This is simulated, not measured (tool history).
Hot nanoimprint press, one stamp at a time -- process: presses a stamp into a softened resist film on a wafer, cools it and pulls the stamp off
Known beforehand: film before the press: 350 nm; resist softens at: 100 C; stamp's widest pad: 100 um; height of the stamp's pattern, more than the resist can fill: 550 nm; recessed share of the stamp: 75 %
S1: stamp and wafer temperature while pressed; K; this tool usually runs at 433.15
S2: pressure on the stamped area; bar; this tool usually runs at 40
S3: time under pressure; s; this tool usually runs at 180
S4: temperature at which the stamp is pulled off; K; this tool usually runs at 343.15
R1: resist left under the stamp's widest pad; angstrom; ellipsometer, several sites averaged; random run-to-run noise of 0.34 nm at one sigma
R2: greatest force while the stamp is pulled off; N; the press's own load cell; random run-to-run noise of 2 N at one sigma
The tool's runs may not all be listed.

run   hour      S1    S2   S3      S4    R1   R2
  1      0  433.15    40  180  343.15  1331  205
  2   28.8  433.15    40  180  343.15  1329  203
  3   68.2  433.15    40  180  343.15  1328  204
  4  103.4  433.15    40  180  343.15  1325  199
  5    133  433.15    40  180  343.15  1321  204
  6  164.8  433.15    40  196  343.15  1281  200
     210.4  -- stamp cleaned and given a new release coat
  7  213.3  433.15    40  196  343.15  1276  206
  8    264  433.15    40  180  343.15  1321  201
  9  288.8  433.15    40  180  343.15  1322  200
 10  324.7  433.15    40  180  343.15  1318  197
 11  345.7  433.15    26  180  343.15  1625  201
     367.2  -- plate thermocouple calibrated
 12  398.9  433.15    26  180  343.15  1626  201
 13    430  433.15    26  180  343.15  1613  201
 14  477.9  433.15  54.8  180  343.15  1123  202
 15  504.9  445.15    40  180  343.15   759  197
 16  551.8  424.15  27.7  180  343.15  2302  200
 17  579.2  433.15  56.6  180  343.15  1101  200
 18  618.1  431.15  25.9  281  332.15  1508  211

Estimate the outcome of run 19 from the log above:
 19  640.7  423.15  59  234  349.15   ?   ?

R1: 1633 angstrom
R2: 197 N
Take away the tool's hidden state, keep the run-to-run variation as it was, and the same run would have given R1 1652 angstrom, R2 196 N.
